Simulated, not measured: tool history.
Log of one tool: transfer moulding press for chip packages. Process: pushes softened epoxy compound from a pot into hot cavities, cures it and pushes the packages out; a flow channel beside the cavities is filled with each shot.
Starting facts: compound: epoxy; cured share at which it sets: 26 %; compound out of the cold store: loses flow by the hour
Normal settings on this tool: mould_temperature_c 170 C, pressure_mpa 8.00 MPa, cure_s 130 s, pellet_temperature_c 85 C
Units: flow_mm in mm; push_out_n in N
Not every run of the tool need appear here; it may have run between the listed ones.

| run | day | mould_temperature_c | pressure_mpa | cure_s | pellet_temperature_c | incoming compound's hours out of the cold store | flow_mm | push_out_n |
|---|---|---|---|---|---|---|---|---|
| 1 | 0.000 | 170 | 8.00 | 130 | 85 | 13.0 | 702 | 725 |
|  | 0.725 | cavities cleaned with cleaning compound and waxed |
| 2 | 2.262 | 170 | 8.00 | 130 | 85 | 28.3 | 666 | 606 |
| 3 | 3.592 | 170 | 8.00 | 130 | 85 | 43.7 | 633 | 674 |
|  | 4.850 | cavities cleaned with cleaning compound and waxed |
| 4 | 5.621 | 170 | 8.00 | 154 | 85 | 35.9 | 640 | 489 |
| 5 | 7.471 | 170 | 8.00 | 141 | 85 | 29.5 | 649 | 652 |
|  | 9.046 | cavities cleaned with cleaning compound and waxed |
| 6 | 10.525 | 170 | 8.00 | 141 | 85 | 19.5 | 669 | 591 |
| 7 | 11.912 | 170 | 8.00 | 141 | 85 | 12.5 | 690 | 661 |
|  | 13.104 | cavities cleaned with cleaning compound and waxed |
| 8 | 14.083 | 170 | 8.00 | 141 | 85 | 25.3 | 656 | 493 |
| 9 | 16.254 | 170 | 7.41 | 130 | 85 | 12.9 | 655 | 714 |
|  | 17.288 | cavities cleaned with cleaning compound and waxed |
|  | 18.862 | plunger's sealing rings changed |
| 10 | 19.379 | 170 | 8.00 | 134 | 85 | 26.0 | 696 | 628 |
|  | 21.492 | cavities cleaned with cleaning compound and waxed |
| 11 | 21.883 | 170 | 8.00 | 134 | 85 | 24.3 | 695 | 442 |
| 12 | 24.850 | 170 | 8.00 | 130 | 91 | 29.9 | 679 | 738 |
|  | 25.621 | cavities cleaned with cleaning compound and waxed |
| 13 | 27.771 | 170 | 8.00 | 114 | 85 | 20.9 | 691 | 731 |
|  | 29.667 | cavities cleaned with cleaning compound and waxed |
| 14 | 29.721 | 170 | 8.00 | 114 | 85 | 28.7 | 675 | 408 |
| 15 | 31.021 | 170 | 7.63 | 147 | 85 | 10.3 | 704 | 534 |
| 16 | 33.308 | 170 | 7.63 | 116 | 85 | 17.9 | 680 | 762 |
|  | 33.933 | cavities cleaned with cleaning compound and waxed |
|  | 35.267 | mould's thermocouples calibrated |
| 17 | 36.525 | 164 | 7.97 | 138 | 79 | 29.7 | 681 | 781 |
|  | 38.154 | cavities cleaned with cleaning compound and waxed |
| 18 | 39.471 | 173 | 7.44 | 130 | 78 | 19.5 | 650 | 553 |
| 19 | 41.242 | 166 | 7.44 | 144 | 89 | 45.3 | 601 | 697 |
|  | 42.300 | cavities cleaned with cleaning compound and waxed |
| 20 | 43.971 | 166 | 7.44 | 144 | 89 | 34.3 | 621 | 630 |
| 21 | 45.800 | 177 | 7.10 | 130 | 85 | 9.9 | 638 | 660 |
|  | 46.583 | cavities cleaned with cleaning compound and waxed |
| 22 | 47.992 | 173 | 8.00 | 130 | 85 | 25.2 | 657 | 532 |
| 23 | 49.533 | 170 | 7.78 | 121 | 95 | 41.8 | 605 | 727 |
|  | 50.654 | cavities cleaned with cleaning compound and waxed |
| 24 | 52.500 | 170 | 7.12 | 146 | 94 | 17.9 | 615 | 640 |
|  | 54.475 | plunger's sealing rings changed |
| 25 | 54.642 | 163 | 7.22 | 130 | 85 | 23.5 | 685 | 1008 |
|  | 54.971 | cavities cleaned with cleaning compound and waxed |
| 26 | 56.567 | 170 | 8.00 | 119 | 75 | 42.5 | 651 | 682 |
| 27 | 58.200 | 170 | 8.00 | 117 | 85 | 34.5 | 662 | 757 |

Measured minus without-hidden-state, run by run (identical run-to-run variation in each term; gauge scatter may differ):
Unlogged tool condition in this case: true mould temperature over the reading, C; pressure that reaches the compound, % of what is set; grip of the stained cavities, % over clean ones'; drift of the gauge itself on flow_mm, %; drift of the gauge itself on push_out_n, %.
| run | flow_mm | push_out_n |
|---|---|---|
| 1 | -28 | +376 |
| 2 | -31 | +260 |
| 3 | -32 | +341 |
| 4 | -35 | +155 |
| 5 | -39 | +317 |
| 6 | -46 | +247 |
| 7 | -50 | +332 |
| 8 | -52 | +161 |
| 9 | -55 | +357 |
| 10 | -4 | +287 |
| 11 | -7 | +92 |
| 12 | -12 | +377 |
| 13 | -16 | +329 |
| 14 | -20 | +4 |
| 15 | -22 | +206 |
| 16 | -26 | +385 |
| 17 | -28 | +385 |
| 18 | -31 | +222 |
| 19 | -32 | +356 |
| 20 | -37 | +280 |
| 21 | -42 | +341 |
| 22 | -47 | +219 |
| 23 | -46 | +362 |
| 24 | -52 | +292 |
| 25 | -1 | +528 |
| 26 | -4 | +301 |
| 27 | -7 | +385 |
